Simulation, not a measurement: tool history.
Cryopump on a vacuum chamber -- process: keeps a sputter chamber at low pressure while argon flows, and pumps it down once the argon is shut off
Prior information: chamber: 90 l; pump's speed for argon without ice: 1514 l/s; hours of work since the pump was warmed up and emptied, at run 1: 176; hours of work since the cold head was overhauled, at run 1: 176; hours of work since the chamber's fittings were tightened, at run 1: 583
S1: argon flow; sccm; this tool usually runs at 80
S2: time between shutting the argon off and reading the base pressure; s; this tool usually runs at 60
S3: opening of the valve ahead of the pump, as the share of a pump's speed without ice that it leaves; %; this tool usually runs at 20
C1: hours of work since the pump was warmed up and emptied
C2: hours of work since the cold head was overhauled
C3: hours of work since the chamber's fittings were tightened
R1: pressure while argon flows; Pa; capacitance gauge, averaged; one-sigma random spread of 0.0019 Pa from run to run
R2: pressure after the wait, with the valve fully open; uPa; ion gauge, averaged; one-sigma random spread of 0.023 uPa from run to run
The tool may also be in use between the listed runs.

| run | hour | S1 | S2 | S3 | C1 | C2 | C3 | R1 | R2 |
|---|---|---|---|---|---|---|---|---|---|
| 1 | 0 | 80 | 60 | 20 | 176 | 176 | 583 | 0.4555 | 1.04 |
| 2 | 23.5 | 80 | 60 | 41 | 195 | 195 | 602 | 0.2253 | 1.08 |
| 3 | 37.8 | 80 | 60 | 28 | 206 | 206 | 613 | 0.3279 | 1.03 |
| 4 | 60.3 | 80 | 60 | 28 | 225 | 225 | 632 | 0.3274 | 1.1 |
| 5 | 76.6 | 80 | 60 | 28 | 238 | 238 | 645 | 0.3276 | 1.06 |
| 6 | 101.6 | 92 | 60 | 28 | 258 | 258 | 665 | 0.375 | 1.06 |
| 7 | 135.7 | 92 | 60 | 28 | 286 | 286 | 693 | 0.3755 | 1.14 |
| 8 | 165.5 | 92 | 60 | 28 | 310 | 310 | 717 | 0.3821 | 1.13 |
| 9 | 197.2 | 80 | 283 | 20 | 336 | 336 | 743 | 0.4595 | 0.76 |
| 10 | 230.2 | 80 | 283 | 20 | 363 | 363 | 770 | 0.4576 | 0.77 |
| 11 | 256.3 | 80 | 60 | 20 | 384 | 384 | 791 | 0.4608 | 1.23 |
| 12 | 288.2 | 80 | 60 | 37 | 410 | 410 | 817 | 0.2547 | 1.23 |
| 13 | 312.1 | 80 | 60 | 20 | 429 | 429 | 836 | 0.4637 | 1.26 |
| 14 | 344.7 | 80 | 60 | 20 | 456 | 456 | 863 | 0.4624 | 1.25 |
| 15 | 364.5 | 80 | 60 | 20 | 472 | 472 | 879 | 0.4613 | 1.28 |
| 16 | 390.1 | 80 | 60 | 20 | 493 | 493 | 900 | 0.4625 | 1.26 |
| 17 | 418.1 | 80 | 60 | 20 | 515 | 515 | 922 | 0.4618 | 1.27 |
| 18 | 442.5 | 80 | 60 | 20 | 535 | 535 | 942 | 0.4625 | 1.29 |
| 19 | 476.4 | 80 | 111 | 20 | 563 | 563 | 970 | 0.4645 | 1.12 |
| 20 | 504 | 80 | 111 | 20 | 585 | 585 | 992 | 0.4667 | 1.11 |
| 21 | 529.5 | 80 | 111 | 20 | 606 | 606 | 1013 | 0.4709 | 1.09 |
| 22 | 543.3 | 80 | 111 | 20 | 617 | 617 | 1024 | 0.4673 | 1.13 |
| 23 | 561.2 | 124 | 60 | 23 | 632 | 632 | 1039 | 0.6364 | 1.41 |
| 24 | 587.4 | 124 | 92 | 45 | 653 | 653 | 1060 | 0.3428 | 1.19 |
| 25 | 612.9 | 124 | 24 | 31 | 674 | 674 | 1081 | 0.4851 | 2.28 |
| 26 | 641.4 | 124 | 24 | 31 | 697 | 697 | 1104 | 0.4815 | 2.25 |
| 27 | 666.8 | 80 | 60 | 30 | 717 | 717 | 1124 | 0.323 | 1.45 |
| 28 | 696.4 | 35 | 148 | 17 | 741 | 741 | 1148 | 0.2425 | 1.19 |
| 29 | 722.2 | 35 | 256 | 59 | 762 | 762 | 1169 | 0.0787 | 1.06 |
| 30 | 750.7 | 35 | 256 | 59 | 786 | 786 | 1193 | 0.0791 | 1.11 |
| 31 | 767.5 | 45 | 45 | 30 | 799 | 799 | 1206 | 0.1832 | 1.69 |
| 32 | 801.5 | 45 | 45 | 30 | 827 | 827 | 1234 | 0.1834 | 1.78 |
|  | 828.3 | pump warmed up, emptied and cooled again |
| 33 | 831 | 129 | 31 | 32 | 2 | 847 | 1254 | 0.4541 | 1.81 |
| 34 | 852.6 | 129 | 31 | 32 | 20 | 864 | 1271 | 0.4536 | 1.86 |
| 35 | 877.7 | 84 | 181 | 53 | 40 | 885 | 1292 | 0.1803 | 0.98 |

Each row is a separate what-if for the run after 35, all from the same tool condition, not one after another. Results?
| A | 891.6 | 80 | 60 | 33 | 51 | 896 | 1303 | ? | ? |
| B | 891.6 | 82 | 52 | 20 | 51 | 896 | 1303 | ? | ? |
| C | 891.6 | 43 | 181 | 41 | 51 | 896 | 1303 | ? | ? |

| run | R1 | R2 |
|---|---|---|
| A | 0.2742 | 1.38 |
| B | 0.4608 | 1.37 |
| C | 0.1174 | 1 |
What these runs would have given with no unlogged condition in the tool:
| run | R1 | R2 |
|---|---|---|
| A | 0.2718 | 0.75 |
| B | 0.4584 | 0.77 |
| C | 0.1161 | 0.37 |

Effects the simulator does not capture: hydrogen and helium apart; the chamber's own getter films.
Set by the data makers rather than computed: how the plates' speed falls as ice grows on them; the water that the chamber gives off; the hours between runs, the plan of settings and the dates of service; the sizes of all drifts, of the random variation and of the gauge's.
